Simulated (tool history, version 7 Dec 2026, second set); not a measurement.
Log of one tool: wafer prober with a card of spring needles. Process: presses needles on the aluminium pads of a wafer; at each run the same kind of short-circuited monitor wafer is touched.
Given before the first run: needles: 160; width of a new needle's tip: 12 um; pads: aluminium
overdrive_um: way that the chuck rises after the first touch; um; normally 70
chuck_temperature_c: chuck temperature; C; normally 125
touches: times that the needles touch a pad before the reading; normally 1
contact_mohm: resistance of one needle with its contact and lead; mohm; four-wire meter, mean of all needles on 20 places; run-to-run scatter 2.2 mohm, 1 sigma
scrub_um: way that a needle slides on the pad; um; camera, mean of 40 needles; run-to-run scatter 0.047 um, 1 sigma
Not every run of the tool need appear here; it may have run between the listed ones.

Run 1, hour 0: usual settings. Result: contact_mohm 238 mohm, scrub_um 10.56 um.
At hour 3.3: tips cleaned on abrasive film.
At hour 19.7: tips cleaned on abrasive film.
At hour 35.3: tips cleaned on abrasive film.
At hour 49.7: tips cleaned on abrasive film.
Run 2, hour 50.1: usual settings but overdrive_um 74 um. Result: contact_mohm 238 mohm, scrub_um 11.15 um.
At hour 66.8: tips cleaned on abrasive film.
At hour 81.9: tips cleaned on abrasive film.
Run 3, hour 86.3: usual settings but overdrive_um 74 um. Result: contact_mohm 243 mohm, scrub_um 11.13 um.
At hour 98.2: tips cleaned on abrasive film.
At hour 114.5: tips cleaned on abrasive film.
At hour 130: tips cleaned on abrasive film.
Run 4, hour 134: usual settings. Result: contact_mohm 243 mohm, scrub_um 10.5 um.
At hour 144.5: tips cleaned on abrasive film.
At hour 160.4: tips cleaned on abrasive film.
Run 5, hour 166.7: usual settings. Result: contact_mohm 239 mohm, scrub_um 10.53 um.
At hour 175.3: tips cleaned on abrasive film.
At hour 190.2: tips cleaned on abrasive film.
At hour 206: tips cleaned on abrasive film.
Run 6, hour 213.6: usual settings. Result: contact_mohm 240 mohm, scrub_um 10.52 um.
At hour 222.4: tips cleaned on abrasive film.
At hour 238.1: tips cleaned on abrasive film.
At hour 254: tips cleaned on abrasive film.
Run 7, hour 259.5: usual settings. Result: contact_mohm 241 mohm, scrub_um 10.4 um.
At hour 268.5: tips cleaned on abrasive film.
At hour 285.6: tips cleaned on abrasive film.
Run 8, hour 289.7: usual settings. Result: contact_mohm 240 mohm, scrub_um 10.51 um.
At hour 301.9: tips cleaned on abrasive film.
At hour 316.1: tips cleaned on abrasive film.
At hour 332.6: tips cleaned on abrasive film.
Run 9, hour 339.4: usual settings. Result: contact_mohm 239 mohm, scrub_um 10.5 um.
At hour 349.3: tips cleaned on abrasive film.
At hour 364.4: tips cleaned on abrasive film.
At hour 380.5: tips cleaned on abrasive film.
Run 10, hour 390.8: usual settings but chuck_temperature_c 71 C. Result: contact_mohm 226 mohm, scrub_um 10.45 um.
At hour 397.1: tips cleaned on abrasive film.
At hour 413.9: tips cleaned on abrasive film.
At hour 429: tips cleaned on abrasive film.
Run 11, hour 431.6: usual settings but chuck_temperature_c 39 C. Result: contact_mohm 219 mohm, scrub_um 10.35 um.
At hour 444.8: tips cleaned on abrasive film.
At hour 460.7: tips cleaned on abrasive film.
At hour 478.1: tips cleaned on abrasive film.
Run 12, hour 484.4: usual settings but chuck_temperature_c 39 C. Result: contact_mohm 222 mohm, scrub_um 10.47 um.
At hour 493.5: tips cleaned on abrasive film.
At hour 511: tips cleaned on abrasive film.
Run 13, hour 518.9: usual settings but chuck_temperature_c 39 C. Result: contact_mohm 217 mohm, scrub_um 10.48 um.
At hour 527: tips cleaned on abrasive film.
At hour 543.1: tips cleaned on abrasive film.
At hour 560.7: tips cleaned on abrasive film.
Run 14, hour 565.1: usual settings but chuck_temperature_c 103 C, touches 3. Result: contact_mohm 234 mohm, scrub_um 10.45 um.
At hour 577.9: tips cleaned on abrasive film.
At hour 593.4: tips cleaned on abrasive film.
Run 15, hour 593.4: usual settings but overdrive_um 65 um, chuck_temperature_c 76 C, touches 3. Result: contact_mohm 224 mohm, scrub_um 9.71 um.
At hour 609: tips cleaned on abrasive film.
At hour 624.6: tips cleaned on abrasive film.
Run 16, hour 634.1: usual settings but overdrive_um 65 um, chuck_temperature_c 99 C. Result: contact_mohm 232 mohm, scrub_um 9.73 um.
At hour 640.4: tips cleaned on abrasive film.
At hour 655.2: tips cleaned on abrasive film.
At hour 672.1: tips cleaned on abrasive film.
At hour 672.4: height of the first contact set anew.
Run 17, hour 684: usual settings but overdrive_um 57 um. Result: contact_mohm 240 mohm, scrub_um 8.49 um.

Run 18 has not been measured yet. What should we expect?
At hour 687.2: tips cleaned on abrasive film.
At hour 705: tips cleaned on abrasive film.
At hour 720.3: tips cleaned on abrasive film.
At hour 737.1: tips cleaned on abrasive film.
Run 18, hour 737.2: usual settings but overdrive_um 73 um, touches 2. Result: contact_mohm ?, scrub_um ?.

Run 18 produced contact_mohm 239 mohm, scrub_um 10.94 um.
Minus the tool's unlogged condition, the same run would have read contact_mohm 239 mohm, scrub_um 11.08 um.
